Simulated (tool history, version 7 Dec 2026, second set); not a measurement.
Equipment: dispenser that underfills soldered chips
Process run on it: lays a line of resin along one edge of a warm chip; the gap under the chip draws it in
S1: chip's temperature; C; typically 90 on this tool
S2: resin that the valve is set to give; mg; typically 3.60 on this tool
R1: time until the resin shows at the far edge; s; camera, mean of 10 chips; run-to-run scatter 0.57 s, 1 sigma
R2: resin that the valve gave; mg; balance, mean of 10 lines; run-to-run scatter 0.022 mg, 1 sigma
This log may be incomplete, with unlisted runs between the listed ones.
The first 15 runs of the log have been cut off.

run	hour	S1	S2	R1	R2
# hour 134.7: new syringe of resin
16	142.7	90	4.68	78.1	4.47
# hour 147.1: new syringe of resin
17	155.2	81	3.60	116.1	3.42
# hour 159.3: new syringe of resin
18	167.2	81	3.60	113.3	3.41
# hour 171.5: new syringe of resin
19	174.9	77	3.35	111.7	3.13
# hour 184.0: new syringe of resin
20	184.2	101	4.13	34.5	3.87
21	195.4	101	4.13	62.1	3.82
# hour 196.6: new syringe of resin
22	205.9	98	3.30	64.2	3.03
# hour 208.9: new syringe of resin
23	218.5	91	3.13	85.8	2.86
# hour 221.2: new syringe of resin
24	224.3	98	3.39	46.5	3.09
# hour 233.3: new syringe of resin
25	234.6	86	4.02	67.9	3.63
26	240.6	79	3.85	124.8	3.45
# hour 245.7: new syringe of resin
27	251.7	96	3.32	60.4	2.98
# hour 256.0: dispensing valve cleaned and set on the balance
# hour 258.8: new syringe of resin
28	259.3	96	3.32	42.6	3.32
# hour 271.0: new syringe of resin
29	272.0	76	3.83	106.3	3.80
# hour 283.4: new syringe of resin
30	284.2	94	3.37	47.2	3.31
# hour 295.5: new syringe of resin
31	296.8	94	3.37	50.2	3.29
# hour 307.9: new syringe of resin
32	309.6	90	3.57	59.8	3.44
# hour 319.8: new syringe of resin
33	320.0	91	3.44	52.1	3.29
34	326.8	99	3.93	54.6	3.76
# hour 332.4: new syringe of resin
35	333.2	99	3.93	40.2	3.69

Here are 3 independent what-if runs from the current tool condition. What would each one return?
# hour 344.7: new syringe of resin
A	344.7	90	3.54	?	?
# hour 344.7: new syringe of resin
B	344.7	93	4.47	?	?
# hour 344.7: new syringe of resin
C	344.7	82	4.21	?	?

run	R1	R2
A	55.1	3.32
B	48.7	4.22
C	76.2	3.95
Had the tool no hidden state, the same runs would have come out as:
run	R1	R2
A	48.5	3.52
B	43.1	4.47
C	67.0	4.18
